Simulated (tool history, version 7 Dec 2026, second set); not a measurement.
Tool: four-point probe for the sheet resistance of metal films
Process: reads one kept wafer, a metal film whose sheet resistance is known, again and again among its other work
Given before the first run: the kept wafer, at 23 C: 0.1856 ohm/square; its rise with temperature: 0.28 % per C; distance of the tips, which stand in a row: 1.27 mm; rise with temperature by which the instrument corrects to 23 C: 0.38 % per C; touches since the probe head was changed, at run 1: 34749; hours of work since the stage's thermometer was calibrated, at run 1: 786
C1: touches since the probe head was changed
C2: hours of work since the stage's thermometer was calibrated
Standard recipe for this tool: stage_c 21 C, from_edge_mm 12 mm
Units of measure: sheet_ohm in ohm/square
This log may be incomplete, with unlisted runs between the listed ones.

{"run": 1, "hour": 0.0, "stage_c": 21, "from_edge_mm": 12, "C1": 34749, "C2": 786, "sheet_ohm": 0.187117}
{"run": 2, "hour": 59.2, "stage_c": 21, "from_edge_mm": 12, "C1": 36993, "C2": 814, "sheet_ohm": 0.18716}
{"run": 3, "hour": 99.3, "stage_c": 18, "from_edge_mm": 12, "C1": 38511, "C2": 832, "sheet_ohm": 0.187698}
{"run": 4, "hour": 173.8, "stage_c": 18, "from_edge_mm": 48, "C1": 41330, "C2": 867, "sheet_ohm": 0.186666}
{"run": 5, "hour": 218.4, "stage_c": 18, "from_edge_mm": 48, "C1": 43020, "C2": 888, "sheet_ohm": 0.186699}
{"run": 6, "hour": 261.8, "stage_c": 31, "from_edge_mm": 12, "C1": 44664, "C2": 908, "sheet_ohm": 0.185158}
{"run": 7, "hour": 336.5, "stage_c": 31, "from_edge_mm": 12, "C1": 47495, "C2": 942, "sheet_ohm": 0.185249}
{"run": 8, "hour": 368.6, "stage_c": 31, "from_edge_mm": 12, "C1": 48708, "C2": 957, "sheet_ohm": 0.185176}
{"run": 9, "hour": 443.2, "stage_c": 19, "from_edge_mm": 12, "C1": 51533, "C2": 992, "sheet_ohm": 0.187509}
{"run": 10, "hour": 513.0, "stage_c": 21, "from_edge_mm": 12, "C1": 54177, "C2": 1024, "sheet_ohm": 0.187152}
{"run": 11, "hour": 551.0, "stage_c": 21, "from_edge_mm": 12, "C1": 55617, "C2": 1042, "sheet_ohm": 0.187218}
{"run": 12, "hour": 587.9, "stage_c": 21, "from_edge_mm": 12, "C1": 57014, "C2": 1059, "sheet_ohm": 0.18714}
{"run": 13, "hour": 659.5, "stage_c": 21, "from_edge_mm": 12, "C1": 59726, "C2": 1092, "sheet_ohm": 0.187068}
{"run": 14, "hour": 733.8, "stage_c": 21, "from_edge_mm": 12, "C1": 62541, "C2": 1126, "sheet_ohm": 0.187148}
{"run": 15, "hour": 778.5, "stage_c": 31, "from_edge_mm": 12, "C1": 64233, "C2": 1147, "sheet_ohm": 0.185144}
{"run": 16, "hour": 826.3, "stage_c": 31, "from_edge_mm": 12, "C1": 66044, "C2": 1169, "sheet_ohm": 0.185181}
{"run": 17, "hour": 874.8, "stage_c": 21, "from_edge_mm": 12, "C1": 67880, "C2": 1191, "sheet_ohm": 0.187039}
{"run": 18, "hour": 909.8, "stage_c": 20, "from_edge_mm": 12, "C1": 69207, "C2": 1208, "sheet_ohm": 0.187289}
{"run": 19, "hour": 981.3, "stage_c": 21, "from_edge_mm": 12, "C1": 71912, "C2": 1241, "sheet_ohm": 0.187173}
{"run": 20, "hour": 1039.6, "stage_c": 21, "from_edge_mm": 12, "C1": 74121, "C2": 1268, "sheet_ohm": 0.187065}
{"run": 21, "hour": 1084.3, "stage_c": 21, "from_edge_mm": 12, "C1": 75816, "C2": 1289, "sheet_ohm": 0.187156}
{"run": 22, "hour": 1137.5, "stage_c": 21, "from_edge_mm": 12, "C1": 77832, "C2": 1313, "sheet_ohm": 0.187077}
{"run": 23, "hour": 1212.0, "stage_c": 26, "from_edge_mm": 36, "C1": 80650, "C2": 1348, "sheet_ohm": 0.185189}
{"run": 24, "hour": 1279.0, "stage_c": 19, "from_edge_mm": 4, "C1": 83189, "C2": 1379, "sheet_ohm": 0.195869}
{"run": 25, "hour": 1324.1, "stage_c": 19, "from_edge_mm": 4, "C1": 84898, "C2": 1400, "sheet_ohm": 0.195962}
{"run": 26, "hour": 1397.9, "stage_c": 34, "from_edge_mm": 8, "C1": 87691, "C2": 1434, "sheet_ohm": 0.186028}
{"run": 27, "hour": 1459.1, "stage_c": 34, "from_edge_mm": 8, "C1": 90009, "C2": 1462, "sheet_ohm": 0.186032}
{"run": 28, "hour": 1526.6, "stage_c": 31, "from_edge_mm": 5, "C1": 92566, "C2": 1493, "sheet_ohm": 0.190279}
{"run": 29, "hour": 1575.3, "stage_c": 18, "from_edge_mm": 45, "C1": 94410, "C2": 1516, "sheet_ohm": 0.186706}
{"run": 30, "hour": 1607.2, "stage_c": 20, "from_edge_mm": 75, "C1": 95620, "C2": 1531, "sheet_ohm": 0.186218}
{"run": 31, "hour": 1670.9, "stage_c": 20, "from_edge_mm": 75, "C1": 98030, "C2": 1560, "sheet_ohm": 0.186192}
{"run": 32, "hour": 1724.5, "stage_c": 23, "from_edge_mm": 10, "C1": 100063, "C2": 1585, "sheet_ohm": 0.187187}
{"run": 33, "hour": 1768.5, "stage_c": 33, "from_edge_mm": 5, "C1": 101730, "C2": 1605, "sheet_ohm": 0.189872}
{"run": 34, "hour": 1814.3, "stage_c": 33, "from_edge_mm": 5, "C1": 103461, "C2": 1626, "sheet_ohm": 0.189909}
{"run": 35, "hour": 1870.8, "stage_c": 20, "from_edge_mm": 10, "C1": 105602, "C2": 1653, "sheet_ohm": 0.187789}
{"run": 36, "hour": 1936.1, "stage_c": 34, "from_edge_mm": 38, "C1": 108075, "C2": 1683, "sheet_ohm": 0.183595}
{"run": 37, "hour": 1990.0, "stage_c": 30, "from_edge_mm": 18, "C1": 110116, "C2": 1708, "sheet_ohm": 0.184787}
{"run": 38, "hour": 2044.2, "stage_c": 35, "from_edge_mm": 10, "C1": 112169, "C2": 1733, "sheet_ohm": 0.184872}
{"run": 39, "hour": 2109.7, "stage_c": 23, "from_edge_mm": 5, "C1": 114650, "C2": 1763, "sheet_ohm": 0.191801}
{"run": 40, "hour": 2166.2, "stage_c": 19, "from_edge_mm": 18, "C1": 116791, "C2": 1789, "sheet_ohm": 0.186875}
{"run": 41, "hour": 2224.8, "stage_c": 19, "from_edge_mm": 18, "C1": 119010, "C2": 1817, "sheet_ohm": 0.186894}
{"run": 42, "hour": 2297.3, "stage_c": 33, "from_edge_mm": 3, "C1": 121755, "C2": 1850, "sheet_ohm": 0.199785}
{"run": 43, "hour": 2355.0, "stage_c": 33, "from_edge_mm": 3, "C1": 123939, "C2": 1877, "sheet_ohm": 0.199718}
{"run": 44, "hour": 2408.8, "stage_c": 33, "from_edge_mm": 3, "C1": 125980, "C2": 1902, "sheet_ohm": 0.199747}

Consider 5 possible next runs. They are alternatives, not a sequence: every one starts from the tool as it was left by run 44. What does each give?
{"run": "A", "hour": 2453.9, "stage_c": 33, "from_edge_mm": 3, "C1": 127686, "C2": 1923, "sheet_ohm": "?"}
{"run": "B", "hour": 2453.9, "stage_c": 20, "from_edge_mm": 4, "C1": 127686, "C2": 1923, "sheet_ohm": "?"}
{"run": "C", "hour": 2453.9, "stage_c": 19, "from_edge_mm": 8, "C1": 127686, "C2": 1923, "sheet_ohm": "?"}
{"run": "D", "hour": 2453.9, "stage_c": 33, "from_edge_mm": 6, "C1": 127686, "C2": 1923, "sheet_ohm": "?"}
{"run": "E", "hour": 2453.9, "stage_c": 30, "from_edge_mm": 11, "C1": 127686, "C2": 1923, "sheet_ohm": "?"}

run=A sheet_ohm=0.199784
run=B sheet_ohm=0.195690
run=C sheet_ohm=0.188866
run=D sheet_ohm=0.188020
run=E sheet_ohm=0.185624
Stripped of hidden state, with their random variation kept, the same runs would have yielded:
run=A sheet_ohm=0.199792
run=B sheet_ohm=0.195698
run=C sheet_ohm=0.188874
run=D sheet_ohm=0.188028
run=E sheet_ohm=0.185631
